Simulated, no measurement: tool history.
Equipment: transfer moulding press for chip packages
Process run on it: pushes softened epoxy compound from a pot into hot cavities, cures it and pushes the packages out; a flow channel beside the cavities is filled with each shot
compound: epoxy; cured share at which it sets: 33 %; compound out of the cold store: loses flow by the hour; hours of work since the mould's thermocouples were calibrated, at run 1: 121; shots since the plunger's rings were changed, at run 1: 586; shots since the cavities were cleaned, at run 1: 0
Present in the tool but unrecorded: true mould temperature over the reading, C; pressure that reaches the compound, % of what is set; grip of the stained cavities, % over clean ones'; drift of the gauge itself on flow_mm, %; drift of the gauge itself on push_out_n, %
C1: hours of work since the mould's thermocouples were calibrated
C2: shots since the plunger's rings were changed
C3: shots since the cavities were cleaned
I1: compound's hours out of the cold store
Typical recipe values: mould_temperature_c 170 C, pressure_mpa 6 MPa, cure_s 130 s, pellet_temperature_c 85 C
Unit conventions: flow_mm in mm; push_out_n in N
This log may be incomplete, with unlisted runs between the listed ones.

run 1 hour=0 | mould_temperature_c=170 pressure_mpa=6 cure_s=130 pellet_temperature_c=85 | C1=121 C2=586 C3=0 | I1=35 | flow_mm=608 push_out_n=396
run 2 hour=24 | mould_temperature_c=170 pressure_mpa=6 cure_s=130 pellet_temperature_c=85 | C1=136 C2=818 C3=232 | I1=42.7 | flow_mm=589 push_out_n=505
run 3 hour=39.3 | mould_temperature_c=170 pressure_mpa=6 cure_s=130 pellet_temperature_c=85 | C1=146 C2=968 C3=382 | I1=11 | flow_mm=650 push_out_n=577
run 4 hour=60.8 | mould_temperature_c=170 pressure_mpa=6 cure_s=130 pellet_temperature_c=85 | C1=160 C2=1176 C3=590 | I1=25.4 | flow_mm=620 push_out_n=611
run 5 hour=93.9 | mould_temperature_c=170 pressure_mpa=6 cure_s=130 pellet_temperature_c=85 | C1=181 C2=1497 C3=911 | I1=32.8 | flow_mm=600 push_out_n=636
-- hour=105.6 cavities cleaned with cleaning compound and waxed
run 6 hour=112.2 | mould_temperature_c=178 pressure_mpa=6 cure_s=130 pellet_temperature_c=85 | C1=192 C2=1660 C3=64 | I1=47.4 | flow_mm=566 push_out_n=346
run 7 hour=134.7 | mould_temperature_c=178 pressure_mpa=6 cure_s=130 pellet_temperature_c=85 | C1=206 C2=1878 C3=282 | I1=34 | flow_mm=586 push_out_n=420
run 8 hour=154.6 | mould_temperature_c=178 pressure_mpa=6 cure_s=130 pellet_temperature_c=85 | C1=219 C2=2071 C3=475 | I1=42.6 | flow_mm=573 push_out_n=467
run 9 hour=186 | mould_temperature_c=165 pressure_mpa=6 cure_s=130 pellet_temperature_c=85 | C1=239 C2=2376 C3=780 | I1=24.4 | flow_mm=618 push_out_n=880
run 10 hour=203 | mould_temperature_c=165 pressure_mpa=6 cure_s=130 pellet_temperature_c=85 | C1=250 C2=2541 C3=945 | I1=42.9 | flow_mm=580 push_out_n=875
-- hour=211.9 cavities cleaned with cleaning compound and waxed
run 11 hour=232.4 | mould_temperature_c=170 pressure_mpa=5.02 cure_s=130 pellet_temperature_c=85 | C1=267 C2=2811 C3=198 | I1=46.5 | flow_mm=519 push_out_n=460
-- hour=256.2 plunger's sealing rings changed
run 12 hour=256.2 | mould_temperature_c=170 pressure_mpa=5.02 cure_s=130 pellet_temperature_c=85 | C1=281 C2=0 C3=405 | I1=21.2 | flow_mm=591 push_out_n=574
run 13 hour=283.4 | mould_temperature_c=170 pressure_mpa=5.02 cure_s=164 pellet_temperature_c=85 | C1=298 C2=263 C3=668 | I1=36.2 | flow_mm=561 push_out_n=529
run 14 hour=313.2 | mould_temperature_c=170 pressure_mpa=5.02 cure_s=164 pellet_temperature_c=75 | C1=317 C2=552 C3=957 | I1=38.6 | flow_mm=551 push_out_n=556
-- hour=321.4 cavities cleaned with cleaning compound and waxed
-- hour=332.6 mould's thermocouples calibrated
run 15 hour=337 | mould_temperature_c=170 pressure_mpa=5.02 cure_s=164 pellet_temperature_c=75 | C1=3 C2=750 C3=132 | I1=45.7 | flow_mm=538 push_out_n=387
run 16 hour=368.1 | mould_temperature_c=170 pressure_mpa=5.02 cure_s=164 pellet_temperature_c=75 | C1=23 C2=1051 C3=433 | I1=41 | flow_mm=543 push_out_n=467
run 17 hour=390.5 | mould_temperature_c=168 pressure_mpa=6 cure_s=147 pellet_temperature_c=76 | C1=37 C2=1268 C3=650 | I1=9.1 | flow_mm=658 push_out_n=602
run 18 hour=424.9 | mould_temperature_c=168 pressure_mpa=6 cure_s=147 pellet_temperature_c=76 | C1=59 C2=1602 C3=984 | I1=24 | flow_mm=621 push_out_n=613
-- hour=431.1 cavities cleaned with cleaning compound and waxed
run 19 hour=442.2 | mould_temperature_c=165 pressure_mpa=6 cure_s=147 pellet_temperature_c=80 | C1=69 C2=1755 C3=108 | I1=42.5 | flow_mm=590 push_out_n=475
run 20 hour=475.8 | mould_temperature_c=165 pressure_mpa=6 cure_s=147 pellet_temperature_c=80 | C1=90 C2=2081 C3=434 | I1=17.2 | flow_mm=634 push_out_n=661
run 21 hour=490.7 | mould_temperature_c=170 pressure_mpa=6 cure_s=115 pellet_temperature_c=89 | C1=100 C2=2225 C3=578 | I1=20.5 | flow_mm=623 push_out_n=775
run 22 hour=519.8 | mould_temperature_c=170 pressure_mpa=6 cure_s=115 pellet_temperature_c=77 | C1=118 C2=2508 C3=861 | I1=47.6 | flow_mm=569 push_out_n=762
-- hour=537.4 cavities cleaned with cleaning compound and waxed
run 23 hour=555.9 | mould_temperature_c=167 pressure_mpa=4.77 cure_s=115 pellet_temperature_c=77 | C1=141 C2=2843 C3=179 | I1=28.2 | flow_mm=537 push_out_n=736
-- hour=576.7 plunger's sealing rings changed
run 24 hour=592.8 | mould_temperature_c=163 pressure_mpa=6.15 cure_s=141 pellet_temperature_c=85 | C1=162 C2=157 C3=514 | I1=22.5 | flow_mm=657 push_out_n=768
run 25 hour=613.2 | mould_temperature_c=163 pressure_mpa=6.15 cure_s=141 pellet_temperature_c=85 | C1=175 C2=354 C3=711 | I1=13.8 | flow_mm=675 push_out_n=884

Estimate the outcome of run 26 from the log above:
run 26 hour=637.5 | mould_temperature_c=178 pressure_mpa=6.85 cure_s=113 pellet_temperature_c=93 | C1=191 C2=590 C3=947 | I1=35.9 | flow_mm=? push_out_n=?

Run 26 measured flow_mm 642 mm, push_out_n 600 N.
Were there no unlogged condition in the tool, this run, its random variation unchanged, would have produced flow_mm 649 mm, push_out_n 343 N.
